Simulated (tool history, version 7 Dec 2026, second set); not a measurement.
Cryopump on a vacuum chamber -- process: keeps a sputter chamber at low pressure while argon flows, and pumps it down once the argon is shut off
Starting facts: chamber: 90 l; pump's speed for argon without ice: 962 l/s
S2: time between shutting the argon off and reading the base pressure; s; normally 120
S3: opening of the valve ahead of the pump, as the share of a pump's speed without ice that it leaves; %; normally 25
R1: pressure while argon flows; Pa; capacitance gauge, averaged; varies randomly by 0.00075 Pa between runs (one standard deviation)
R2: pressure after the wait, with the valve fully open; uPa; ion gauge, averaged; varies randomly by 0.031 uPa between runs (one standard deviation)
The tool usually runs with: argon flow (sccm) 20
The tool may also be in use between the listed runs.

run 1 hour=0.0 | argon_flow_(sccm)=20 S2=120 S3=25 | R1=0.1563 R2=4.93
run 2 hour=31.8 | argon_flow_(sccm)=20 S2=120 S3=25 | R1=0.1546 R2=4.86
run 3 hour=83.0 | argon_flow_(sccm)=20 S2=120 S3=16 | R1=0.2343 R2=4.93
run 4 hour=114.1 | argon_flow_(sccm)=20 S2=120 S3=49 | R1=0.0869 R2=5.01
run 5 hour=155.8 | argon_flow_(sccm)=20 S2=120 S3=25 | R1=0.1572 R2=4.92
run 6 hour=207.4 | argon_flow_(sccm)=20 S2=120 S3=25 | R1=0.1579 R2=5.14
run 7 hour=239.4 | argon_flow_(sccm)=36 S2=120 S3=25 | R1=0.2845 R2=5.31
-- hour=247.4 pump warmed up, emptied and cooled again
run 8 hour=286.1 | argon_flow_(sccm)=36 S2=120 S3=25 | R1=0.2535 R2=3.93
run 9 hour=330.4 | argon_flow_(sccm)=36 S2=120 S3=25 | R1=0.2552 R2=4.21
run 10 hour=378.3 | argon_flow_(sccm)=20 S2=120 S3=25 | R1=0.1399 R2=4.14
run 11 hour=409.0 | argon_flow_(sccm)=20 S2=120 S3=25 | R1=0.1426 R2=4.30
run 12 hour=434.5 | argon_flow_(sccm)=20 S2=120 S3=25 | R1=0.1409 R2=4.14
run 13 hour=458.1 | argon_flow_(sccm)=20 S2=120 S3=26 | R1=0.1383 R2=4.14
run 14 hour=497.1 | argon_flow_(sccm)=20 S2=202 S3=25 | R1=0.1423 R2=3.76

Run 15 has not been measured yet. What should we expect?
run 15 hour=524.1 | argon_flow_(sccm)=40 S2=101 S3=25 | R1=? R2=?

{"run 15": {"R1": 0.286, "R2": 4.52}}
Were there no unlogged condition in the tool, this run, its random variation unchanged, would have produced R1 0.2810 Pa, R2 1.81 uPa.

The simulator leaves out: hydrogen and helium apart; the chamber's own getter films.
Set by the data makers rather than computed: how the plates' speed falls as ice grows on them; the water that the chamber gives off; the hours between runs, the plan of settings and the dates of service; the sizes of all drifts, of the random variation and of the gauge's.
